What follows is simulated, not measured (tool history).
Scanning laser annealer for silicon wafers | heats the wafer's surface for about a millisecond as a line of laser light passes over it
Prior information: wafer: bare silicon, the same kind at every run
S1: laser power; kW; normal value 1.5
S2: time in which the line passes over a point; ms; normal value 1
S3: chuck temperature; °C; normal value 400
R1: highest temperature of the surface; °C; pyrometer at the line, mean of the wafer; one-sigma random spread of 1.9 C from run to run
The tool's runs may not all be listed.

{"run": 1, "hour": 0.0, "S1": 1.5, "S2": 1, "S3": 400, "R1": 1246}
{"run": 2, "hour": 13.4, "S1": 1.5, "S2": 1, "S3": 400, "R1": 1244}
{"run": 3, "hour": 29.8, "S1": 1.5, "S2": 1, "S3": 400, "R1": 1244}
{"run": 4, "hour": 46.0, "S1": 1.5, "S2": 1, "S3": 400, "R1": 1246}
{"run": 5, "hour": 62.9, "S1": 1.5, "S2": 1, "S3": 400, "R1": 1247}
{"run": 6, "hour": 76.8, "S1": 1.5, "S2": 1, "S3": 400, "R1": 1243}
{"run": 7, "hour": 93.9, "S1": 1.5, "S2": 1, "S3": 392, "R1": 1239}
{"run": 8, "hour": 104.5, "S1": 1.5, "S2": 1, "S3": 400, "R1": 1245}
{"run": 9, "hour": 112.1, "S1": 1.5, "S2": 1, "S3": 400, "R1": 1243}
{"run": 10, "hour": 120.1, "S1": 1.5, "S2": 1, "S3": 389, "R1": 1237}
{"run": 11, "hour": 134.4, "S1": 1.5, "S2": 1, "S3": 389, "R1": 1237}
{"run": 12, "hour": 144.7, "S1": 1.5, "S2": 1, "S3": 389, "R1": 1231}
{"run": 13, "hour": 153.9, "S1": 1.5, "S2": 1, "S3": 400, "R1": 1244}
{"run": 14, "hour": 163.0, "S1": 1.5, "S2": 1, "S3": 400, "R1": 1244}
{"run": 15, "hour": 175.4, "S1": 1.5, "S2": 1, "S3": 400, "R1": 1241}
{"run": 16, "hour": 185.1, "S1": 1.5, "S2": 1, "S3": 400, "R1": 1239}
{"run": 17, "hour": 202.4, "S1": 1.5, "S2": 1.2, "S3": 400, "R1": 1336}
{"run": 18, "hour": 217.0, "S1": 1.5, "S2": 1.2, "S3": 400, "R1": 1335}
{"run": 19, "hour": 225.4, "S1": 1.5, "S2": 1.2, "S3": 400, "R1": 1331}
{"run": 20, "hour": 234.9, "S1": 1.5, "S2": 1.2, "S3": 400, "R1": 1337}
{"run": 21, "hour": 243.0, "S1": 1.628, "S2": 0.89, "S3": 400, "R1": 1267}
{"run": 22, "hour": 257.5, "S1": 1.628, "S2": 0.73, "S3": 407, "R1": 1189}
{"run": 23, "hour": 270.4, "S1": 1.552, "S2": 1.11, "S3": 369, "R1": 1301}
{"run": 24, "hour": 285.2, "S1": 1.552, "S2": 1.11, "S3": 369, "R1": 1299}
{"run": 25, "hour": 302.0, "S1": 1.552, "S2": 1.11, "S3": 369, "R1": 1305}
{"run": 26, "hour": 312.3, "S1": 1.553, "S2": 0.87, "S3": 369, "R1": 1186}
{"run": 27, "hour": 323.1, "S1": 1.275, "S2": 1.02, "S3": 401, "R1": 1107}
{"run": 28, "hour": 332.2, "S1": 1.467, "S2": 1, "S3": 424, "R1": 1244}
{"hour": 346.4, "done": "window over the wafer cleaned"}
{"run": 29, "hour": 347.7, "S1": 1.594, "S2": 1.03, "S3": 424, "R1": 1348}
{"run": 30, "hour": 361.9, "S1": 1.594, "S2": 1.03, "S3": 424, "R1": 1346}
{"run": 31, "hour": 369.0, "S1": 1.5, "S2": 0.98, "S3": 400, "R1": 1237}
{"run": 32, "hour": 379.1, "S1": 1.5, "S2": 0.72, "S3": 378, "R1": 1079}
{"run": 33, "hour": 386.8, "S1": 1.616, "S2": 1.16, "S3": 378, "R1": 1382}
{"run": 34, "hour": 402.5, "S1": 1.573, "S2": 1.16, "S3": 383, "R1": 1356}
{"run": 35, "hour": 417.5, "S1": 1.605, "S2": 1.01, "S3": 376, "R1": 1297}

Forecast run 36:
{"run": 36, "hour": 432.4, "S1": 1.605, "S2": 1.22, "S3": 376, "R1": "?"}

{"run 36": {"R1": 1395}}
If the tool had no hidden condition, the same run with the same run-to-run variation would have returned R1 1395 °C.
